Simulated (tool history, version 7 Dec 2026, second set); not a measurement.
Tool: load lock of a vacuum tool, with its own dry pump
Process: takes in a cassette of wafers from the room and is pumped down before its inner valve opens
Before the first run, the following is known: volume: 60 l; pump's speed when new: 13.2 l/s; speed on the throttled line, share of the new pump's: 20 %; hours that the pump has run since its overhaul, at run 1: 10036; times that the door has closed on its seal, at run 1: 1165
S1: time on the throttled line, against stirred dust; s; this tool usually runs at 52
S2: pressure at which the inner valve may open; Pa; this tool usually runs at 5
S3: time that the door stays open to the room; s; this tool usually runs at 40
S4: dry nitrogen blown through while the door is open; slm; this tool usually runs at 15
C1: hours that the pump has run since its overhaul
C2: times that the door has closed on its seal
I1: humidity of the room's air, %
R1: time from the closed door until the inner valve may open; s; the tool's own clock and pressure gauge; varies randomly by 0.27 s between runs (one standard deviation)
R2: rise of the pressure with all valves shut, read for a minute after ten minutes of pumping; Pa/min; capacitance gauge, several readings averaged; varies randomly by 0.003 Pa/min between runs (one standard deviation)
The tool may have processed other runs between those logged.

run    hour  S1  S2   S3  S4     C1    C2    I1     R1     R2
  1     0.0  52   5   40  15  10036  1165  46.8   89.6  0.039
  2   147.1  52   5   40  15  10183  1437  45.6   89.5  0.042
  3   420.9  52   5   40  16  10456  1942  46.0   89.9  0.043
  4   628.3  52   5   40  16  10664  2325  44.3   90.0  0.048
  5   810.9  52   5   40  16  10846  2662  49.5   89.8  0.056
  6  1013.3  52   5   40  16  11049  3036  42.6   89.3  0.061
  7  1337.2  52   5   40  16  11373  3634  42.7   89.7  0.063
  8  1572.3  48   5   40  15  11608  4068  41.6   86.9  0.080
  9  1851.6  52   7   40  15  11887  4583  41.4   88.5  0.083
 10  2051.8  52   6   40  15  12087  4953  44.9   89.3  0.088
 11  2297.7  52   6   40  15  12333  5407  48.1   89.4  0.100
 12  2438.2  71   5   54  15  12474  5666  43.1  105.6  0.100
 13  2766.9  71   5   54   6  12802  6273  48.1  104.7  0.128
 14  3050.7  71   5   75   6  13086  6797  46.3  105.1  0.145
 15  3254.5  29   4  119  19  13290  7173  47.1   73.7  0.139
 16  3509.0  87   4   63  16  13545  7643  42.7  119.0  0.141
 17  3725.7  94   5  123   8  13761  8043  42.3  123.8  0.171
 18  3896.0  52   5   40  15  13932  8357  41.9   90.8  0.152
 19  4224.3  49   7   63  15  14260  8963  44.3   86.5  0.172
 20  4416.2  49   7   63  15  14452  9318  45.8   86.9  0.178
 21  4740.1  55   5   38  44  14776  9916  46.9   92.9  0.177

Some steps in R1, run to run, broken into two amounts with sign: the step expected even without the hidden condition (settings, incoming material, random variation), and the rest, left for the hidden condition together with whatever gauge scatter is not in both the measured and the hidden-condition-free result:
Hidden conditions of the tool in this case: pump's speed, % of a new pump's; leak at the door's seal, Pa l/s; drift of the gauge itself on ready_s, %; drift of the gauge itself on rise_pa_min, %.
Run 14 -> 15: S1 71 -> 29, S2 5 -> 4, S3 75 -> 119, S4 6 -> 19. R1 -31.4 s: hidden state +1.1, all else -32.5.
Run 15 -> 16: S1 29 -> 87, S3 119 -> 63, S4 19 -> 16. R1 +45.3 s: hidden state -1.2, all else +46.5.
Run 17 -> 18: S1 94 -> 52, S3 123 -> 40, S4 8 -> 15. R1 -33.0 s: hidden state +1.1, all else -34.1.

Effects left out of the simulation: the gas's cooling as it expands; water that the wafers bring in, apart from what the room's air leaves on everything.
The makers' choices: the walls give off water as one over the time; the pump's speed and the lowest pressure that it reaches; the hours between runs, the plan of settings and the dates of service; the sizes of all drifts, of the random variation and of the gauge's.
